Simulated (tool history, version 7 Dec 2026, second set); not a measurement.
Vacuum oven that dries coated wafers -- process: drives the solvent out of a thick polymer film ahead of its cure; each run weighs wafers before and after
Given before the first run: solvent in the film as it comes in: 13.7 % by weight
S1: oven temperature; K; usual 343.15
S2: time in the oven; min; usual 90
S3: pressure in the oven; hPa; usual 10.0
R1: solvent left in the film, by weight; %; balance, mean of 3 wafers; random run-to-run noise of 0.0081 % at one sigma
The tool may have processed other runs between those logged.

Run 1, hour 0.0: usual settings. Result: R1 1.627 %.
Run 2, hour 10.0: usual settings. Result: R1 1.621 %.
Run 3, hour 22.9: usual settings. Result: R1 1.621 %.
Run 4, hour 33.9: usual settings. Result: R1 1.625 %.
Run 5, hour 40.7: usual settings. Result: R1 1.614 %.
Run 6, hour 48.6: usual settings. Result: R1 1.619 %.
Run 7, hour 61.8: usual settings. Result: R1 1.608 %.
Run 8, hour 72.8: usual settings but S2 155 min. Result: R1 0.544 %.
Run 9, hour 84.2: usual settings but S2 155 min. Result: R1 0.532 %.
Run 10, hour 91.3: usual settings but S2 155 min. Result: R1 0.528 %.
Run 11, hour 98.9: usual settings but S1 338.15 K. Result: R1 2.612 %.
Run 12, hour 108.0: usual settings but S1 338.15 K. Result: R1 2.607 %.
Run 13, hour 114.4: usual settings but S3 9.1 hPa. Result: R1 1.605 %.
Run 14, hour 123.0: usual settings but S3 9.1 hPa. Result: R1 1.614 %.
Run 15, hour 130.5: usual settings but S3 9.1 hPa. Result: R1 1.603 %.
Run 16, hour 136.2: usual settings but S3 9.1 hPa. Result: R1 1.610 %.
Run 17, hour 149.1: usual settings but S3 9.1 hPa. Result: R1 1.607 %.
Run 18, hour 161.8: usual settings. Result: R1 1.625 %.
Run 19, hour 174.6: usual settings. Result: R1 1.613 %.
Run 20, hour 181.9: usual settings. Result: R1 1.633 %.
Run 21, hour 194.3: usual settings. Result: R1 1.625 %.
Run 22, hour 207.6: usual settings. Result: R1 1.618 %.
Run 23, hour 217.5: usual settings. Result: R1 1.618 %.
Run 24, hour 226.8: usual settings. Result: R1 1.617 %.
Run 25, hour 236.9: usual settings. Result: R1 1.623 %.
Run 26, hour 243.7: usual settings but S1 341.15 K, S2 81 min, S3 8.8 hPa. Result: R1 2.313 %.
Run 27, hour 254.7: usual settings but S1 341.15 K, S2 123 min, S3 8.8 hPa. Result: R1 1.105 %.
Run 28, hour 268.4: usual settings but S1 341.15 K, S2 123 min, S3 8.8 hPa. Result: R1 1.107 %.
Run 29, hour 276.3: usual settings but S1 352.15 K, S2 153 min, S3 21.3 hPa. Result: R1 0.371 %.
Run 30, hour 286.0: usual settings but S1 352.15 K, S2 153 min, S3 21.3 hPa. Result: R1 0.362 %.
Run 31, hour 299.5: usual settings but S1 352.15 K, S2 153 min, S3 21.3 hPa. Result: R1 0.351 %.
Run 32, hour 305.7: usual settings but S1 349.15 K. Result: R1 0.779 %.
Run 33, hour 317.3: usual settings but S1 349.15 K, S2 49 min. Result: R1 2.430 %.
Run 34, hour 327.3: usual settings but S1 349.15 K, S2 52 min. Result: R1 2.246 %.

Run 35 has not been measured yet. What should we expect?
Run 35, hour 333.1: usual settings but S1 349.15 K, S2 52 min, S3 32.3 hPa. Result: R1 ?.

Run 35 measured R1 2.578 %.
With the hidden condition absent and the run-to-run variation left alone, this run would have shown R1 2.583 %.

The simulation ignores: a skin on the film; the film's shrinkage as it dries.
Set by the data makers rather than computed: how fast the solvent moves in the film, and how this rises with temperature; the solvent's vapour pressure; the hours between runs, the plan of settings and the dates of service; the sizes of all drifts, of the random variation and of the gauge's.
